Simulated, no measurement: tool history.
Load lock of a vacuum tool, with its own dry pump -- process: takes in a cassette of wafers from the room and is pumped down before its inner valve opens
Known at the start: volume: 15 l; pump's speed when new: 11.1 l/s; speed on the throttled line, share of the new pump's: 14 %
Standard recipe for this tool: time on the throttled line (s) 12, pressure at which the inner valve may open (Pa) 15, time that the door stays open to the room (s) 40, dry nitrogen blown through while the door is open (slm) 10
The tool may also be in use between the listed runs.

run,hour,time on the throttled line (s),pressure at which the inner valve may open (Pa),time that the door stays open to the room (s),dry nitrogen blown through while the door is open (slm),"incoming humidity of the room's air, %",time from the closed door until the inner valve may open (s),rise of the pressure with all valves shut (Pa/min)
1,0.0,12,15,40,10,45.8,22.1,0.096
2,93.8,12,15,40,10,43.9,22.5,0.091
3,160.2,12,15,40,10,47.1,22.2,0.095
4,251.0,12,15,40,10,44.9,22.4,0.092
5,312.9,12,15,40,35,44.9,22.2,0.071
6,386.6,12,15,40,5,42.6,22.3,0.094
7,457.5,12,15,40,10,41.8,22.3,0.089
8,536.5,12,15,40,10,44.8,22.4,0.089
9,604.6,12,15,40,10,46.1,22.4,0.096
10,679.0,12,15,120,28,42.2,22.4,0.120
11,759.3,6,22,60,29,44.1,16.9,0.093
12,805.6,20,12,36,10,46.4,29.6,0.094
13,894.5,20,12,36,10,46.0,29.4,0.096
14,961.2,10,15,28,10,42.9,20.6,0.078
15,1042.4,15,21,40,10,45.1,24.6,0.098
16,1112.7,12,29,165,10,46.4,21.6,0.196
17,1200.2,15,28,38,27,44.4,24.2,0.075
18,1262.9,7,28,204,27,47.3,17.3,0.169

4 options for the next run, each taken on its own from the tool as it stands now. Forecast them:
A,1323.2,7,17,123,10,44.2,?,?
B,1323.2,10,25,204,27,42.9,?,?
C,1323.2,7,17,204,27,44.7,?,?
D,1323.2,12,17,215,26,44.9,?,?

run,time from the closed door until the inner valve may open (s),rise of the pressure with all valves shut (Pa/min)
A,17.9,0.160
B,19.9,0.153
C,17.9,0.164
D,22.2,0.173
The same runs, with their run-to-run variation unchanged, on a tool lacking any hidden condition would have given:
run,time from the closed door until the inner valve may open (s),rise of the pressure with all valves shut (Pa/min)
A,17.7,0.135
B,19.8,0.128
C,17.7,0.139
D,22.0,0.148

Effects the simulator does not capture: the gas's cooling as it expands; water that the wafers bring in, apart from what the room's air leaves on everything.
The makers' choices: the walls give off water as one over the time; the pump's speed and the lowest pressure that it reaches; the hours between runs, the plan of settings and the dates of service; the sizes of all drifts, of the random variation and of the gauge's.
